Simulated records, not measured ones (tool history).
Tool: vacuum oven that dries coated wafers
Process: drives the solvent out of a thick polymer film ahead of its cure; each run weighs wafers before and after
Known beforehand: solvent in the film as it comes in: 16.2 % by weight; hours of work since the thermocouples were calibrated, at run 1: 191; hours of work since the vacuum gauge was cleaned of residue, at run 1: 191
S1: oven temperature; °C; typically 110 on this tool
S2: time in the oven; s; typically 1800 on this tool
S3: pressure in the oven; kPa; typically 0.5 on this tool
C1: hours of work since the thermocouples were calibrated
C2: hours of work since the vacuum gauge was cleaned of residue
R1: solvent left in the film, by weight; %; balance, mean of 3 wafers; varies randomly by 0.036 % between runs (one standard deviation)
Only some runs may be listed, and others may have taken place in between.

| run | day | S1 | S2 | S3 | C1 | C2 | R1 |
|---|---|---|---|---|---|---|---|
| 1 | 0 | 110 | 1800 | 0.5 | 191 | 191 | 2.11 |
| 2 | 0.671 | 110 | 1800 | 0.5 | 198 | 198 | 2.1 |
| 3 | 1.85 | 110 | 1800 | 0.5 | 210 | 210 | 2.19 |
| 4 | 2.796 | 110 | 1800 | 0.5 | 220 | 220 | 2.15 |
| 5 | 3.512 | 110 | 1800 | 0.393 | 227 | 227 | 2.2 |
| 6 | 5.104 | 110 | 1140 | 0.393 | 244 | 244 | 4.13 |
| 7 | 5.788 | 110 | 1140 | 0.393 | 251 | 251 | 4.07 |
| 8 | 6.554 | 110 | 1140 | 0.393 | 259 | 259 | 4.1 |
| 9 | 7.483 | 110 | 1140 | 0.393 | 268 | 268 | 4.17 |
| 10 | 8.7 | 110 | 1140 | 0.393 | 281 | 281 | 4.17 |
| 11 | 9.458 | 97 | 1800 | 0.5 | 289 | 289 | 4.42 |
| 12 | 10.288 | 97 | 1800 | 0.5 | 298 | 298 | 4.46 |
| 13 | 11.7 | 97 | 1800 | 0.5 | 312 | 312 | 4.51 |
| 14 | 12.592 | 121 | 1800 | 0.5 | 322 | 322 | 0.95 |
| 15 | 13.317 | 110 | 1800 | 0.5 | 329 | 329 | 2.2 |
| 16 | 14.746 | 110 | 1800 | 0.305 | 344 | 344 | 2.24 |
| 17 | 16.321 | 110 | 1800 | 0.5 | 360 | 360 | 2.16 |
| 18 | 17.379 | 110 | 1800 | 0.5 | 371 | 371 | 2.26 |
| 19 | 18.312 | 110 | 1800 | 0.5 | 381 | 381 | 2.21 |
| 20 | 19.267 | 110 | 1800 | 0.5 | 391 | 391 | 2.24 |
| 21 | 20.15 | 110 | 1800 | 0.5 | 400 | 400 | 2.21 |
| 22 | 21.746 | 110 | 1800 | 0.352 | 417 | 417 | 2.19 |
| 23 | 23.054 | 110 | 1800 | 0.352 | 430 | 430 | 2.22 |
| 24 | 24.492 | 125 | 1800 | 1.948 | 445 | 445 | 0.92 |
| 25 | 25.971 | 124 | 1800 | 0.274 | 461 | 461 | 0.66 |
| 26 | 27.25 | 110 | 2400 | 1.536 | 474 | 474 | 1.71 |
| 27 | 28.138 | 109 | 1800 | 1.143 | 483 | 483 | 2.58 |
| 28 | 28.946 | 109 | 1800 | 1.143 | 492 | 492 | 2.62 |
| 29 | 29.775 | 108 | 1020 | 0.343 | 500 | 500 | 4.96 |
| 30 | 30.708 | 105 | 1800 | 0.5 | 510 | 510 | 3.17 |
| 31 | 31.667 | 105 | 1800 | 0.286 | 520 | 520 | 2.98 |
| 32 | 33.262 | 108 | 1020 | 0.689 | 537 | 537 | 5.23 |
| 33 | 34.833 | 110 | 1380 | 0.5 | 553 | 553 | 3.35 |
| 34 | 36.329 | 105 | 1260 | 0.768 | 568 | 568 | 4.8 |
| 35 | 37.017 | 121 | 1260 | 0.575 | 576 | 576 | 2.09 |
| 36 | 38.375 | 121 | 1260 | 0.575 | 590 | 590 | 2.05 |
| 37 | 39.8 | 112 | 1380 | 1.935 | 605 | 605 | 3.4 |
| 38 | 41.154 | 96 | 1800 | 0.373 | 619 | 619 | 4.78 |
| 39 | 42.671 | 110 | 1920 | 0.912 | 634 | 634 | 2.21 |
| 40 | 43.317 | 110 | 1020 | 0.912 | 641 | 641 | 5.01 |
| 41 | 44.492 | 110 | 1020 | 0.912 | 653 | 653 | 4.86 |
| 42 | 45.617 | 110 | 1020 | 0.912 | 665 | 665 | 5.01 |
| 43 | 46.3 | 109 | 1020 | 0.389 | 672 | 672 | 5.04 |
| 44 | 47.225 | 109 | 1020 | 0.389 | 682 | 682 | 5 |
| 45 | 48.088 | 111 | 2700 | 0.518 | 691 | 691 | 0.96 |
| 46 | 48.775 | 111 | 2700 | 0.518 | 698 | 698 | 1.04 |

Here are 3 independent what-if runs from the current tool condition. What would each one return?
| A | 49.546 | 111 | 2220 | 0.8 | 706 | 706 | ? |
| B | 49.546 | 96 | 900 | 0.444 | 706 | 706 | ? |
| C | 49.546 | 120 | 1860 | 0.518 | 706 | 706 | ? |

| run | R1 |
|---|---|
| A | 1.66 |
| B | 7.97 |
| C | 0.99 |
The same runs, with their run-to-run variation unchanged, on a tool lacking any hidden condition would have given:
| run | R1 |
|---|---|
| A | 1.53 |
| B | 7.82 |
| C | 0.89 |
